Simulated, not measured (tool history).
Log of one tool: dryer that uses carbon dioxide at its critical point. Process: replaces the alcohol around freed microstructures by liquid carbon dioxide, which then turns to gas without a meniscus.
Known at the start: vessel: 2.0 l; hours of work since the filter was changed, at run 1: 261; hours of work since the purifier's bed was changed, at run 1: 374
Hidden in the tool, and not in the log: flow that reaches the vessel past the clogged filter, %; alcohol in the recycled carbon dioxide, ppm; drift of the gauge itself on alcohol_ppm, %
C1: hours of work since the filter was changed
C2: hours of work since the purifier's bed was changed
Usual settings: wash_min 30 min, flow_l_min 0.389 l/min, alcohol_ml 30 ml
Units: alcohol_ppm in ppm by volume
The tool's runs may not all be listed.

run 1 hour=0.0 | wash_min=30 flow_l_min=0.389 alcohol_ml=30 | C1=261 C2=374 | alcohol_ppm=239
run 2 hour=43.5 | wash_min=30 flow_l_min=0.389 alcohol_ml=30 | C1=288 C2=400 | alcohol_ppm=265
run 3 hour=89.9 | wash_min=30 flow_l_min=0.389 alcohol_ml=30 | C1=316 C2=429 | alcohol_ppm=280
-- hour=145.8 inlet filter changed
run 4 hour=160.8 | wash_min=30 flow_l_min=0.389 alcohol_ml=30 | C1=9 C2=471 | alcohol_ppm=177
run 5 hour=228.6 | wash_min=30 flow_l_min=0.389 alcohol_ml=30 | C1=51 C2=513 | alcohol_ppm=182
run 6 hour=275.5 | wash_min=30 flow_l_min=0.389 alcohol_ml=30 | C1=79 C2=542 | alcohol_ppm=198
run 7 hour=318.5 | wash_min=30 flow_l_min=0.389 alcohol_ml=30 | C1=106 C2=568 | alcohol_ppm=202
run 8 hour=362.6 | wash_min=30 flow_l_min=0.389 alcohol_ml=30 | C1=133 C2=595 | alcohol_ppm=223
run 9 hour=404.7 | wash_min=30 flow_l_min=0.389 alcohol_ml=30 | C1=159 C2=621 | alcohol_ppm=246
run 10 hour=442.9 | wash_min=30 flow_l_min=0.389 alcohol_ml=30 | C1=182 C2=644 | alcohol_ppm=259
run 11 hour=496.0 | wash_min=30 flow_l_min=0.389 alcohol_ml=30 | C1=215 C2=677 | alcohol_ppm=269
run 12 hour=539.7 | wash_min=30 flow_l_min=0.389 alcohol_ml=28 | C1=241 C2=704 | alcohol_ppm=272
run 13 hour=605.1 | wash_min=30 flow_l_min=0.389 alcohol_ml=28 | C1=282 C2=744 | alcohol_ppm=303
run 14 hour=669.3 | wash_min=30 flow_l_min=0.389 alcohol_ml=28 | C1=321 C2=783 | alcohol_ppm=319
-- hour=718.8 inlet filter changed
run 15 hour=733.6 | wash_min=30 flow_l_min=0.389 alcohol_ml=28 | C1=9 C2=822 | alcohol_ppm=220
run 16 hour=798.5 | wash_min=30 flow_l_min=0.389 alcohol_ml=30 | C1=49 C2=862 | alcohol_ppm=231
run 17 hour=862.3 | wash_min=30 flow_l_min=0.389 alcohol_ml=30 | C1=88 C2=901 | alcohol_ppm=255
run 18 hour=923.7 | wash_min=30 flow_l_min=0.389 alcohol_ml=30 | C1=126 C2=938 | alcohol_ppm=265
run 19 hour=973.0 | wash_min=47 flow_l_min=0.389 alcohol_ml=30 | C1=156 C2=969 | alcohol_ppm=153
run 20 hour=1035.6 | wash_min=47 flow_l_min=0.389 alcohol_ml=30 | C1=194 C2=1007 | alcohol_ppm=166
run 21 hour=1082.1 | wash_min=47 flow_l_min=0.389 alcohol_ml=30 | C1=223 C2=1036 | alcohol_ppm=164
run 22 hour=1146.3 | wash_min=38 flow_l_min=0.261 alcohol_ml=94 | C1=262 C2=1075 | alcohol_ppm=1193
run 23 hour=1180.2 | wash_min=18 flow_l_min=0.335 alcohol_ml=94 | C1=283 C2=1096 | alcohol_ppm=4944
run 24 hour=1219.0 | wash_min=30 flow_l_min=0.335 alcohol_ml=94 | C1=307 C2=1119 | alcohol_ppm=1269
run 25 hour=1250.2 | wash_min=37 flow_l_min=0.316 alcohol_ml=22 | C1=326 C2=1139 | alcohol_ppm=318
-- hour=1288.5 inlet filter changed
run 26 hour=1303.0 | wash_min=37 flow_l_min=0.316 alcohol_ml=22 | C1=9 C2=1170 | alcohol_ppm=247
run 27 hour=1339.1 | wash_min=37 flow_l_min=0.316 alcohol_ml=22 | C1=31 C2=1192 | alcohol_ppm=239
run 28 hour=1390.5 | wash_min=29 flow_l_min=0.315 alcohol_ml=22 | C1=63 C2=1224 | alcohol_ppm=406
run 29 hour=1438.6 | wash_min=29 flow_l_min=0.315 alcohol_ml=22 | C1=92 C2=1253 | alcohol_ppm=421
run 30 hour=1510.9 | wash_min=35 flow_l_min=0.343 alcohol_ml=30 | C1=136 C2=1298 | alcohol_ppm=313
run 31 hour=1552.4 | wash_min=26 flow_l_min=0.383 alcohol_ml=30 | C1=162 C2=1323 | alcohol_ppm=469
run 32 hour=1582.1 | wash_min=45 flow_l_min=0.454 alcohol_ml=93 | C1=180 C2=1341 | alcohol_ppm=219
-- hour=1604.6 purifier's bed changed
run 33 hour=1620.5 | wash_min=22 flow_l_min=0.354 alcohol_ml=30 | C1=202 C2=10 | alcohol_ppm=699
run 34 hour=1659.3 | wash_min=27 flow_l_min=0.278 alcohol_ml=30 | C1=225 C2=33 | alcohol_ppm=786
run 35 hour=1712.7 | wash_min=20 flow_l_min=0.278 alcohol_ml=30 | C1=258 C2=66 | alcohol_ppm=1793
run 36 hour=1771.4 | wash_min=37 flow_l_min=0.428 alcohol_ml=30 | C1=294 C2=102 | alcohol_ppm=65
run 37 hour=1827.8 | wash_min=28 flow_l_min=0.428 alcohol_ml=30 | C1=329 C2=137 | alcohol_ppm=226
-- hour=1862.8 inlet filter changed
run 38 hour=1892.4 | wash_min=25 flow_l_min=0.234 alcohol_ml=30 | C1=18 C2=176 | alcohol_ppm=1171
run 39 hour=1938.0 | wash_min=25 flow_l_min=0.500 alcohol_ml=39 | C1=46 C2=204 | alcohol_ppm=144
run 40 hour=1972.5 | wash_min=25 flow_l_min=0.500 alcohol_ml=39 | C1=67 C2=225 | alcohol_ppm=147
run 41 hour=2041.5 | wash_min=28 flow_l_min=0.389 alcohol_ml=45 | C1=110 C2=267 | alcohol_ppm=300

Some steps in alcohol_ppm between neighbouring runs. How much of each would the tool show without its hidden state too (settings, what came in, random variation), and how much is left for the hidden state, with any gauge scatter that isn't in both results?
Run 22 -> 23: wash_min 38 -> 18, flow_l_min 0.261 -> 0.335. alcohol_ppm +3751 ppm by volume: hidden state +1007, all else +2744.
Run 23 -> 24: wash_min 18 -> 30. alcohol_ppm -3675 ppm by volume: hidden state -909, all else -2766.
Run 35 -> 36: wash_min 20 -> 37, flow_l_min 0.278 -> 0.428. alcohol_ppm -1728 ppm by volume: hidden state -458, all else -1270.
